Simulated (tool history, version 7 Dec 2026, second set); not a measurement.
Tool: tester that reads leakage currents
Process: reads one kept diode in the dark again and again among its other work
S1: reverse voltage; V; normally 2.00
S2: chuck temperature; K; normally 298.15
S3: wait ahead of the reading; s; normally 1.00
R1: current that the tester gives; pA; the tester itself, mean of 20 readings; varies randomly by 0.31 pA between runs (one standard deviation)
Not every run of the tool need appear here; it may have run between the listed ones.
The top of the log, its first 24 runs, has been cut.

run 25 hour=4778.1 | S1=1.58 S2=303.15 S3=1.00 | R1=129.21
run 26 hour=4987.0 | S1=11.98 S2=333.15 S3=4.45 | R1=2888.99
-- hour=5017.1 probe card cleaned and baked, once more
run 27 hour=5199.3 | S1=11.98 S2=299.15 S3=7.08 | R1=270.34
run 28 hour=5448.4 | S1=1.13 S2=301.15 S3=0.54 | R1=86.71
run 29 hour=5712.4 | S1=15.24 S2=318.15 S3=0.46 | R1=1193.90
run 30 hour=5923.1 | S1=3.46 S2=318.15 S3=0.49 | R1=533.16
run 31 hour=6155.9 | S1=3.46 S2=318.15 S3=0.49 | R1=528.50
run 32 hour=6444.3 | S1=9.54 S2=308.15 S3=5.84 | R1=453.35
run 33 hour=6684.0 | S1=9.54 S2=299.15 S3=0.49 | R1=235.16
run 34 hour=6828.4 | S1=8.02 S2=295.15 S3=1.50 | R1=156.03
run 35 hour=7032.9 | S1=5.86 S2=331.15 S3=1.50 | R1=1603.86

What if the next run were any one of these 5? Each begins from the tool's condition after run 35:
run A hour=7206.6 | S1=1.08 S2=326.15 S3=0.36 | R1=?
run B hour=7206.6 | S1=5.86 S2=331.15 S3=8.80 | R1=?
run C hour=7206.6 | S1=14.89 S2=331.15 S3=1.50 | R1=?
run D hour=7206.6 | S1=5.86 S2=303.15 S3=1.50 | R1=?
run E hour=7206.6 | S1=8.79 S2=319.15 S3=2.50 | R1=?

run=A R1=463.58
run=B R1=1598.31
run=C R1=2647.38
run=D R1=236.27
run=E R1=903.54
Take away the tool's hidden state, keep each run's random variation, and the runs would have read:
run=A R1=518.44
run=B R1=1779.57
run=C R1=2941.69
run=D R1=262.56
run=E R1=1007.79
